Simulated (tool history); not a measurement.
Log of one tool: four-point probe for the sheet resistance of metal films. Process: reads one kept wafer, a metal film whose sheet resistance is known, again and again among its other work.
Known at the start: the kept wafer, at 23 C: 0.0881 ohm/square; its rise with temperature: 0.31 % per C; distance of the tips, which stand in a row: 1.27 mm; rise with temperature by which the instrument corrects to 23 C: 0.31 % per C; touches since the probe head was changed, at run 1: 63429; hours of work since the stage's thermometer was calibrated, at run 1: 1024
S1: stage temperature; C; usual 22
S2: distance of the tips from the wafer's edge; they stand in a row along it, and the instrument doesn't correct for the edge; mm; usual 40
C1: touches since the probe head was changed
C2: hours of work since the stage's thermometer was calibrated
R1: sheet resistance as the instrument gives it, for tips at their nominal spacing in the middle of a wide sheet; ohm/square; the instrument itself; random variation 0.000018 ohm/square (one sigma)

| run | day | S1 | S2 | C1 | C2 | R1 |
|---|---|---|---|---|---|---|
| 1 | 0 | 22 | 40 | 63429 | 1024 | 0.088152 |
| 2 | 1.75 | 22 | 40 | 64313 | 1043 | 0.088154 |
| 3 | 3.654 | 22 | 40 | 65274 | 1064 | 0.088172 |
| 4 | 5.842 | 22 | 40 | 66380 | 1087 | 0.088108 |
| 5 | 7.371 | 22 | 5 | 67150 | 1104 | 0.091091 |
| 6 | 10.912 | 22 | 5 | 68938 | 1142 | 0.091051 |
| 7 | 13.825 | 22 | 5 | 70409 | 1174 | 0.091034 |
| 8 | 16.646 | 22 | 5 | 71833 | 1204 | 0.091056 |
| 9 | 19.975 | 29 | 40 | 73515 | 1240 | 0.088201 |
| 10 | 23.054 | 29 | 40 | 75068 | 1273 | 0.088204 |
| 11 | 24.867 | 29 | 40 | 75983 | 1293 | 0.088186 |
| 12 | 26.5 | 29 | 40 | 76807 | 1310 | 0.088192 |
| 13 | 28.179 | 22 | 14 | 77656 | 1329 | 0.088469 |
| 14 | 30.942 | 31 | 40 | 79050 | 1358 | 0.088196 |
| 15 | 32.517 | 31 | 40 | 79846 | 1375 | 0.088216 |
| 16 | 34.475 | 31 | 40 | 80835 | 1396 | 0.088187 |
| 17 | 37.921 | 22 | 40 | 82575 | 1434 | 0.088125 |
| 18 | 40.767 | 22 | 40 | 84010 | 1464 | 0.088141 |
| 19 | 42.571 | 28 | 40 | 84922 | 1484 | 0.088188 |
| 20 | 45.358 | 22 | 33 | 86329 | 1514 | 0.088174 |
| 21 | 46.854 | 22 | 33 | 87083 | 1530 | 0.08814 |
| 22 | 49.971 | 22 | 40 | 88658 | 1564 | 0.088123 |
| 23 | 52.596 | 22 | 40 | 89984 | 1592 | 0.088137 |
| 24 | 56.162 | 22 | 30 | 91784 | 1631 | 0.088143 |
| 25 | 57.888 | 22 | 6 | 92654 | 1649 | 0.090149 |
| 26 | 59.825 | 35 | 6 | 93633 | 1670 | 0.090271 |
| 27 | 63.267 | 18 | 40 | 95371 | 1707 | 0.088122 |
| 28 | 66.846 | 18 | 40 | 97177 | 1746 | 0.0881 |
| 29 | 69.696 | 29 | 12 | 98615 | 1777 | 0.08867 |
| 30 | 72.888 | 21 | 42 | 100227 | 1811 | 0.088146 |
| 31 | 76.158 | 25 | 28 | 101880 | 1846 | 0.088201 |

Run 32 comes next. What will it give?
| 32 | 77.917 | 25 | 28 | 102767 | 1865 | ? |

{"run 32": {"R1": 0.088219}}
Without the tool's hidden state the same run would have given R1 0.088224 ohm/square.

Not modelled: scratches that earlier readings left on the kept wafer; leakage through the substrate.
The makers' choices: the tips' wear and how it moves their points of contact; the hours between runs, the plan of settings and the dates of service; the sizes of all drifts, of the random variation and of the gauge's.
